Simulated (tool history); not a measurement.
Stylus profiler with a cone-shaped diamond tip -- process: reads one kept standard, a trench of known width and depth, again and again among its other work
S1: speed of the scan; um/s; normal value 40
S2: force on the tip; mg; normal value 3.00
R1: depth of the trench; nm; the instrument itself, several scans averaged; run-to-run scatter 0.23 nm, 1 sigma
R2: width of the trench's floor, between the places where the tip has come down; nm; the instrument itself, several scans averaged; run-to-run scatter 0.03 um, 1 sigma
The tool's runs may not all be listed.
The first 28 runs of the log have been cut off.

{"run": 29, "hour": 486.9, "S1": 25, "S2": 2.01, "R1": 1009.03, "R2": 45960}
{"hour": 492.5, "done": "height scale calibrated on a step standard, once more"}
{"run": 30, "hour": 507.2, "S1": 92, "S2": 1.93, "R1": 1006.67, "R2": 45760}
{"run": 31, "hour": 519.4, "S1": 12, "S2": 4.13, "R1": 1011.53, "R2": 46050}
{"run": 32, "hour": 539.1, "S1": 82, "S2": 6.06, "R1": 1015.42, "R2": 45950}
{"run": 33, "hour": 549.2, "S1": 82, "S2": 6.06, "R1": 1015.53, "R2": 45890}
{"run": 34, "hour": 568.8, "S1": 62, "S2": 1.13, "R1": 1005.21, "R2": 45800}
{"run": 35, "hour": 589.9, "S1": 62, "S2": 1.13, "R1": 1004.95, "R2": 45740}
{"run": 36, "hour": 610.6, "S1": 62, "S2": 1.13, "R1": 1004.77, "R2": 45730}
{"run": 37, "hour": 623.1, "S1": 74, "S2": 2.34, "R1": 1008.38, "R2": 45800}
{"run": 38, "hour": 639.9, "S1": 74, "S2": 2.34, "R1": 1008.63, "R2": 45830}
{"run": 39, "hour": 654.8, "S1": 74, "S2": 2.34, "R1": 1008.29, "R2": 45800}
{"run": 40, "hour": 668.3, "S1": 60, "S2": 1.69, "R1": 1006.28, "R2": 45830}
{"run": 41, "hour": 686.8, "S1": 36, "S2": 3.34, "R1": 1010.38, "R2": 45920}
{"run": 42, "hour": 707.3, "S1": 127, "S2": 8.17, "R1": 1019.07, "R2": 45820}
{"run": 43, "hour": 730.0, "S1": 13, "S2": 3.87, "R1": 1011.66, "R2": 45930}
{"run": 44, "hour": 746.5, "S1": 113, "S2": 2.11, "R1": 1007.27, "R2": 45590}
{"run": 45, "hour": 769.7, "S1": 113, "S2": 2.11, "R1": 1007.9, "R2": 45630}
{"run": 46, "hour": 790.0, "S1": 113, "S2": 2.11, "R1": 1007.98, "R2": 45590}

Branching from run 46: 4 alternative next runs. What would each branch give?
{"run": "A", "hour": 807.1, "S1": 18, "S2": 3.6, "R1": "?", "R2": "?"}
{"run": "B", "hour": 807.1, "S1": 21, "S2": 2.77, "R1": "?", "R2": "?"}
{"run": "C", "hour": 807.1, "S1": 40, "S2": 1.55, "R1": "?", "R2": "?"}
{"run": "D", "hour": 807.1, "S1": 90, "S2": 1.07, "R1": "?", "R2": "?"}

run=A R1=1011.03 R2=45900
run=B R1=1009.79 R2=45950
run=C R1=1006.36 R2=45780
run=D R1=1005.27 R2=45570
The same runs, with their run-to-run variation unchanged, on a tool lacking any hidden condition would have given:
run=A R1=1010.85 R2=46470
run=B R1=1009.61 R2=46520
run=C R1=1006.18 R2=46350
run=D R1=1005.08 R2=46140
